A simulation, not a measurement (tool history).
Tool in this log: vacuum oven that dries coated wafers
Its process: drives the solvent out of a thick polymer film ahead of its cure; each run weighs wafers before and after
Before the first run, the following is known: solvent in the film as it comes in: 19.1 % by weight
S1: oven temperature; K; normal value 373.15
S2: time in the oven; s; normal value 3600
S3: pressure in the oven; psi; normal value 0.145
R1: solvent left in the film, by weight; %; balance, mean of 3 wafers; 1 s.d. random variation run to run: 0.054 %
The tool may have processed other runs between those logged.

Run 1, hour 0.0: usual settings. Result: R1 2.16 %.
Run 2, hour 31.1: usual settings. Result: R1 2.18 %.
Run 3, hour 70.5: usual settings. Result: R1 2.22 %.
Run 4, hour 103.0: usual settings but S3 0.146 psi. Result: R1 2.17 %.
Run 5, hour 126.9: usual settings. Result: R1 2.17 %.
Run 6, hour 161.3: usual settings. Result: R1 2.11 %.
Run 7, hour 189.0: usual settings. Result: R1 2.17 %.
Run 8, hour 222.3: usual settings. Result: R1 2.20 %.
Run 9, hour 249.3: usual settings. Result: R1 2.20 %.
Run 10, hour 279.7: usual settings but S3 0.457 psi. Result: R1 3.96 %.
Run 11, hour 313.3: usual settings but S3 0.097 psi. Result: R1 1.86 %.
Run 12, hour 341.2: usual settings but S3 0.097 psi. Result: R1 1.74 %.
Run 13, hour 375.2: usual settings but S3 0.097 psi. Result: R1 1.89 %.
Run 14, hour 396.0: usual settings but S3 0.097 psi. Result: R1 1.83 %.
Run 15, hour 426.7: usual settings but S3 0.097 psi. Result: R1 1.94 %.
Run 16, hour 454.7: usual settings but S3 0.521 psi. Result: R1 4.24 %.
Run 17, hour 483.3: usual settings but S2 4980 s. Result: R1 1.41 %.
Run 18, hour 525.3: usual settings but S1 365.15 K, S2 4980 s. Result: R1 2.71 %.
Run 19, hour 556.4: usual settings but S1 365.15 K, S2 4980 s. Result: R1 2.78 %.
Run 20, hour 590.6: usual settings but S1 368.15 K, S2 4980 s. Result: R1 2.23 %.
Run 21, hour 616.1: usual settings but S1 368.15 K, S2 4980 s. Result: R1 2.14 %.
Run 22, hour 642.3: usual settings but S1 368.15 K, S2 4980 s. Result: R1 2.13 %.
Run 23, hour 678.3: usual settings. Result: R1 2.15 %.
Run 24, hour 697.3: usual settings but S1 377.15 K, S2 4560 s. Result: R1 1.08 %.
Run 25, hour 720.8: usual settings but S1 377.15 K, S2 5160 s, S3 0.152 psi. Result: R1 1.05 %.
Run 26, hour 754.6: usual settings but S1 363.15 K. Result: R1 4.71 %.
Run 27, hour 773.8: usual settings but S1 363.15 K. Result: R1 4.72 %.
Run 28, hour 797.6: usual settings but S1 371.15 K. Result: R1 2.67 %.
Run 29, hour 815.4: usual settings but S1 371.15 K. Result: R1 2.56 %.
Run 30, hour 857.3: usual settings but S1 375.15 K, S2 2100 s, S3 0.158 psi. Result: R1 3.91 %.
Run 31, hour 894.7: usual settings but S1 381.15 K, S3 0.154 psi. Result: R1 1.07 %.
Run 32, hour 937.9: usual settings but S1 362.15 K, S2 2880 s, S3 0.080 psi. Result: R1 5.71 %.
Run 33, hour 956.9: usual settings but S1 360.15 K, S2 6180 s, S3 0.080 psi. Result: R1 2.59 %.
Run 34, hour 975.9: usual settings but S1 372.15 K, S2 1980 s, S3 0.087 psi. Result: R1 4.69 %.
Run 35, hour 1002.8: usual settings but S1 372.15 K, S2 5520 s, S3 0.303 psi. Result: R1 2.47 %.
Run 36, hour 1034.2: usual settings but S1 364.15 K, S2 3240 s, S3 0.303 psi. Result: R1 6.12 %.
Run 37, hour 1059.8: usual settings but S1 380.15 K, S2 1920 s, S3 0.470 psi. Result: R1 4.40 %.
Run 38, hour 1082.8: usual settings but S1 365.15 K, S2 3540 s. Result: R1 4.24 %.
Run 39, hour 1105.0: usual settings but S1 365.15 K, S2 3540 s. Result: R1 4.20 %.
Run 40, hour 1124.0: usual settings but S1 375.15 K, S2 2340 s, S3 0.569 psi. Result: R1 5.59 %.
Run 41, hour 1162.4: usual settings but S1 375.15 K, S2 2340 s, S3 0.569 psi. Result: R1 5.55 %.
Run 42, hour 1205.5: usual settings but S1 379.15 K, S2 2280 s, S3 0.074 psi. Result: R1 2.24 %.
Run 43, hour 1231.4: usual settings but S1 379.15 K, S2 2280 s, S3 0.074 psi. Result: R1 2.15 %.
Run 44, hour 1271.7: usual settings but S1 379.15 K, S2 2280 s, S3 0.074 psi. Result: R1 2.18 %.
Run 45, hour 1311.0: usual settings but S3 0.287 psi. Result: R1 2.91 %.
Run 46, hour 1347.0: usual settings but S1 367.15 K, S3 0.418 psi. Result: R1 5.40 %.

Alternative continuations, all from the tool just after run 46; predict every row:
Run A, hour 1365.3: usual settings but S1 360.15 K, S2 3900 s. Result: R1 ?.
Run B, hour 1365.3: usual settings but S1 367.15 K, S2 5580 s, S3 0.505 psi. Result: R1 ?.
Run C, hour 1365.3: usual settings but S1 385.15 K, S2 2280 s, S3 0.376 psi. Result: R1 ?.

run    R1
  A  5.17
  B  4.80
  C  2.32
Without the tool's unlogged condition, the same runs would have read:
run    R1
  A  5.19
  B  4.81
  C  2.33
